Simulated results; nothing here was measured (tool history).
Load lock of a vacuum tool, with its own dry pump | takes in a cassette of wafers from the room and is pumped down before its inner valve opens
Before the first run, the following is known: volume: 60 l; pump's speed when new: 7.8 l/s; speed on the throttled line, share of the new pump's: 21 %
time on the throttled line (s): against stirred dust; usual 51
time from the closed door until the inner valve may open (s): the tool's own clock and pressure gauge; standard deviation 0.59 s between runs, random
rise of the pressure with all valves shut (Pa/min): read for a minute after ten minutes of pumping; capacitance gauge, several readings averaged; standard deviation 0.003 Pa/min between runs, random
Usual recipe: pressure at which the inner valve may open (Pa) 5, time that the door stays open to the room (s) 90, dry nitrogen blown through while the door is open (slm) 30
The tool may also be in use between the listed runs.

run	day	time on the throttled line (s)	pressure at which the inner valve may open (Pa)	time that the door stays open to the room (s)	dry nitrogen blown through while the door is open (slm)	incoming humidity of the room's air, %	time from the closed door until the inner valve may open (s)	rise of the pressure with all valves shut (Pa/min)
1	0.000	51	5	90	30	44.4	122.4	0.213
2	5.946	51	5	90	30	46.0	122.9	0.213
3	13.475	43	5	90	30	43.2	117.9	0.215
4	26.833	51	7	90	30	42.2	121.3	0.234
5	36.296	51	6	90	30	45.2	121.0	0.237
6	47.788	51	6	90	30	45.6	121.7	0.253
# day 51.546: door's seal changed, seat wiped
7	56.250	51	6	90	30	43.4	122.2	0.029
8	69.629	51	6	90	30	43.5	122.9	0.032
9	75.371	51	6	90	30	46.5	121.8	0.038
10	83.592	51	5	48	30	44.0	125.1	0.031
11	95.812	51	5	48	30	45.1	125.1	0.030
12	103.367	51	8	90	30	45.8	119.9	0.039
13	112.554	99	8	83	17	44.8	156.4	0.049
14	121.321	99	8	83	17	43.7	156.7	0.053
15	134.642	53	4	90	30	46.0	128.8	0.056
16	145.217	53	4	90	30	46.2	128.7	0.058
17	155.721	53	4	90	30	44.4	128.9	0.063
18	161.971	53	4	90	30	45.0	128.9	0.063
19	171.367	28	6	164	32	43.8	106.2	0.073
20	183.538	28	6	164	32	47.2	105.8	0.085
21	195.229	51	5	120	27	42.4	126.6	0.074
22	206.029	51	5	120	27	42.8	124.6	0.087
23	211.821	91	9	90	29	44.4	150.1	0.088
24	219.942	30	5	90	30	45.2	109.6	0.092

4 ways to go on from here, each from the tool as it stands after run 24. What would each give?
A	232.567	30	5	122	18	48.2	?	?
B	232.567	80	9	90	30	49.8	?	?
C	232.567	51	7	90	30	45.0	?	?
D	232.567	96	9	90	9	43.9	?	?

run	time from the closed door until the inner valve may open (s)	rise of the pressure with all valves shut (Pa/min)
A	110.1	0.110
B	141.7	0.100
C	123.6	0.102
D	154.5	0.110
The same runs, with their run-to-run variation unchanged, on a tool lacking any hidden condition would have given:
run	time from the closed door until the inner valve may open (s)	rise of the pressure with all valves shut (Pa/min)
A	100.9	0.039
B	134.6	0.029
C	115.2	0.030
D	147.9	0.039
